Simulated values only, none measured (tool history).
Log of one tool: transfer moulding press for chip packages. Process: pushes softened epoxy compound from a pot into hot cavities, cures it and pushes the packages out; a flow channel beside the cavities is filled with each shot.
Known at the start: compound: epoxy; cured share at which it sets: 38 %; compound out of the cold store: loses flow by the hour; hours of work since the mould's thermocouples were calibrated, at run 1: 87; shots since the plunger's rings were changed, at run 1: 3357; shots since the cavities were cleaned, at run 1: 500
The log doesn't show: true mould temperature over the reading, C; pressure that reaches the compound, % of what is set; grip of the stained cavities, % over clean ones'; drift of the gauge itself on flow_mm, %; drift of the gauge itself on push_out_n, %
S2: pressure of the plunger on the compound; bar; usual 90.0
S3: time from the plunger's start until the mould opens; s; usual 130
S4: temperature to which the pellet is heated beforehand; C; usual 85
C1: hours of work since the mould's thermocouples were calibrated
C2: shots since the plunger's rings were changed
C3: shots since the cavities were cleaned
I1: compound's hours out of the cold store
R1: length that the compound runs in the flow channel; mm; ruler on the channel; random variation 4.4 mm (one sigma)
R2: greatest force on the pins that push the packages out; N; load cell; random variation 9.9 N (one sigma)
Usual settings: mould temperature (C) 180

{"run": 1, "hour": 0.0, "mould temperature (C)": 180, "S2": 90.0, "S3": 130, "S4": 85, "C1": 87, "C2": 3357, "C3": 500, "I1": 19.0, "R1": 560, "R2": 895}
{"run": 2, "hour": 12.7, "mould temperature (C)": 180, "S2": 90.0, "S3": 130, "S4": 78, "C1": 94, "C2": 3469, "C3": 612, "I1": 36.2, "R1": 529, "R2": 885}
{"run": 3, "hour": 25.5, "mould temperature (C)": 180, "S2": 90.4, "S3": 130, "S4": 85, "C1": 102, "C2": 3582, "C3": 725, "I1": 36.2, "R1": 524, "R2": 963}
{"hour": 31.7, "done": "cavities cleaned with cleaning compound and waxed"}
{"run": 4, "hour": 50.5, "mould temperature (C)": 180, "S2": 90.4, "S3": 130, "S4": 94, "C1": 116, "C2": 3788, "C3": 166, "I1": 12.7, "R1": 572, "R2": 672}
{"run": 5, "hour": 60.4, "mould temperature (C)": 180, "S2": 90.4, "S3": 130, "S4": 94, "C1": 122, "C2": 3875, "C3": 253, "I1": 27.8, "R1": 543, "R2": 741}
{"run": 6, "hour": 78.5, "mould temperature (C)": 180, "S2": 90.4, "S3": 130, "S4": 94, "C1": 133, "C2": 4034, "C3": 412, "I1": 32.5, "R1": 529, "R2": 820}
{"run": 7, "hour": 94.4, "mould temperature (C)": 180, "S2": 85.0, "S3": 130, "S4": 94, "C1": 143, "C2": 4174, "C3": 552, "I1": 25.2, "R1": 524, "R2": 919}
{"run": 8, "hour": 104.5, "mould temperature (C)": 180, "S2": 85.0, "S3": 130, "S4": 94, "C1": 149, "C2": 4263, "C3": 641, "I1": 29.6, "R1": 516, "R2": 924}
{"hour": 119.7, "done": "cavities cleaned with cleaning compound and waxed"}
{"run": 9, "hour": 122.9, "mould temperature (C)": 180, "S2": 85.0, "S3": 130, "S4": 94, "C1": 159, "C2": 4411, "C3": 28, "I1": 32.4, "R1": 507, "R2": 476}
{"run": 10, "hour": 142.1, "mould temperature (C)": 180, "S2": 90.0, "S3": 130, "S4": 85, "C1": 171, "C2": 4580, "C3": 197, "I1": 25.0, "R1": 537, "R2": 702}
{"hour": 156.4, "done": "plunger's sealing rings changed"}
{"run": 11, "hour": 156.4, "mould temperature (C)": 180, "S2": 90.0, "S3": 130, "S4": 85, "C1": 178, "C2": 0, "C3": 301, "I1": 23.8, "R1": 597, "R2": 779}
{"run": 12, "hour": 166.3, "mould temperature (C)": 180, "S2": 90.0, "S3": 130, "S4": 85, "C1": 184, "C2": 87, "C3": 388, "I1": 44.6, "R1": 567, "R2": 818}
{"run": 13, "hour": 179.3, "mould temperature (C)": 180, "S2": 91.6, "S3": 130, "S4": 85, "C1": 192, "C2": 201, "C3": 502, "I1": 12.2, "R1": 617, "R2": 906}
{"run": 14, "hour": 199.8, "mould temperature (C)": 180, "S2": 91.6, "S3": 130, "S4": 85, "C1": 204, "C2": 382, "C3": 683, "I1": 31.5, "R1": 584, "R2": 948}
{"hour": 210.2, "done": "cavities cleaned with cleaning compound and waxed"}
{"run": 15, "hour": 215.1, "mould temperature (C)": 180, "S2": 77.7, "S3": 146, "S4": 85, "C1": 213, "C2": 503, "C3": 44, "I1": 43.3, "R1": 522, "R2": 473}
{"run": 16, "hour": 237.1, "mould temperature (C)": 180, "S2": 77.7, "S3": 146, "S4": 85, "C1": 226, "C2": 697, "C3": 238, "I1": 45.4, "R1": 512, "R2": 635}
{"run": 17, "hour": 257.5, "mould temperature (C)": 180, "S2": 77.7, "S3": 146, "S4": 85, "C1": 238, "C2": 876, "C3": 417, "I1": 31.5, "R1": 535, "R2": 743}
{"hour": 261.7, "done": "mould's thermocouples calibrated"}
{"run": 18, "hour": 279.5, "mould temperature (C)": 180, "S2": 79.7, "S3": 130, "S4": 89, "C1": 11, "C2": 1051, "C3": 592, "I1": 12.2, "R1": 561, "R2": 920}
{"hour": 300.4, "done": "cavities cleaned with cleaning compound and waxed"}
{"run": 19, "hour": 300.4, "mould temperature (C)": 180, "S2": 104.7, "S3": 149, "S4": 80, "C1": 22, "C2": 1222, "C3": 0, "I1": 36.6, "R1": 601, "R2": 409}

Forecast run 20:
{"run": 20, "hour": 317.5, "mould temperature (C)": 180, "S2": 90.0, "S3": 155, "S4": 85, "C1": 33, "C2": 1373, "C3": 151, "I1": 13.6, "R1": "?", "R2": "?"}

R1: 588 mm
R2: 551 N
Without the tool's hidden state the same run would have given R1 607 mm, R2 381 N.

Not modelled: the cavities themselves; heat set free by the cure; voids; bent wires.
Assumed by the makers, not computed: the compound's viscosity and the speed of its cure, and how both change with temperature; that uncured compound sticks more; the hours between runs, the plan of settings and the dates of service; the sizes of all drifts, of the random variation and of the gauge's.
